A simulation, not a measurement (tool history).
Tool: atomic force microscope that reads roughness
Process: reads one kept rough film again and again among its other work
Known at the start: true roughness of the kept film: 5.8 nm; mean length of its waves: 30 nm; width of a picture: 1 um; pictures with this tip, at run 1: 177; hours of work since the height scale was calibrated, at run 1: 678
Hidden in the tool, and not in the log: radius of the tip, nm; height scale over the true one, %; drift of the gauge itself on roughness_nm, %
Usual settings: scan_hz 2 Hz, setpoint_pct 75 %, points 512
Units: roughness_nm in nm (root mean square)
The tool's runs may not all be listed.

run	hour	scan_hz	setpoint_pct	points	pictures with this tip	hours of work since the height scale was calibrated	roughness_nm
1	0	2	75	512	177	678	3.206
2	44.7	2	75	512	229	704	2.921
# hour 57.6: new tip fitted
3	100.6	2	75	512	50	735	3.77
4	127.9	2	75	512	81	751	3.574
5	176.8	2	75	512	137	779	3.209
6	208.3	3.71	75	512	174	797	2.747
7	244.8	3.71	75	512	216	818	2.557
# hour 266.1: new tip fitted
8	298.3	0.77	75	512	37	848	4.194
9	330.7	2	75	536	74	867	3.619
10	385.7	2	75	536	137	898	3.229
11	426.1	2	75	512	184	922	2.982
# hour 430.9: height scale calibrated on a step standard
# hour 475.6: new tip fitted
12	476.7	2	75	512	2	26	4.188
13	518.3	2	75	512	50	50	3.754
14	571.9	2	75	512	111	80	3.331
15	605.9	2	75	512	151	100	3.084
16	650.6	2	75	512	202	125	2.843
# hour 684.2: new tip fitted
17	693	2	75	512	10	149	4.098
# hour 714.2: height scale calibrated on a step standard, once more
18	740.3	2	75	512	64	15	3.766
19	768.2	2	75	512	96	31	3.573
20	794.6	2	75	512	126	46	3.396
21	821.5	2	75	512	157	61	3.173
22	866.1	2	75	512	209	87	2.934
# hour 894.7: new tip fitted
23	897.5	2	70	512	3	105	4.428
24	941.5	2.65	70	512	54	130	3.827
25	972.3	0.64	70	908	89	147	3.927
26	1005.1	2	79	597	127	166	3.243
27	1042	2	79	597	170	187	3.016
28	1074.5	1.12	82	688	207	206	3
# hour 1104.7: new tip fitted
29	1117.3	2.83	75	512	15	230	3.986
30	1163.1	2.25	80	860	68	256	3.508
31	1190.6	2.25	80	860	99	272	3.333
32	1237.4	0.55	85	596	153	299	3.384
33	1275.5	1.6	84	766	197	321	2.839
34	1302.4	1.6	84	766	228	336	2.681
# hour 1312.9: new tip fitted
35	1344.9	2.54	64	984	37	360	4.119
36	1370.2	0.95	60	512	66	375	4.069
37	1402.1	0.98	75	352	103	393	3.674
38	1430.4	0.98	75	352	135	409	3.471
39	1473.4	0.98	75	352	185	434	3.188
40	1514.4	0.98	75	352	232	457	2.934
# hour 1524.1: new tip fitted
41	1551.6	0.98	75	352	31	478	4.253
42	1575.2	0.51	56	491	58	492	4.286
43	1603.5	0.62	56	404	91	508	3.953

Forecast each of these 4 alternatives for the next run:
A	1649.7	2	67	662	144	535	?
B	1649.7	1.59	69	336	144	535	?
C	1649.7	0.73	56	404	144	535	?
D	1649.7	0.62	56	760	144	535	?

run	roughness_nm
A	3.356
B	3.367
C	3.572
D	3.603
Without the tool's hidden state the same runs would have given:
run	roughness_nm
A	4.534
B	4.546
C	4.824
D	4.866
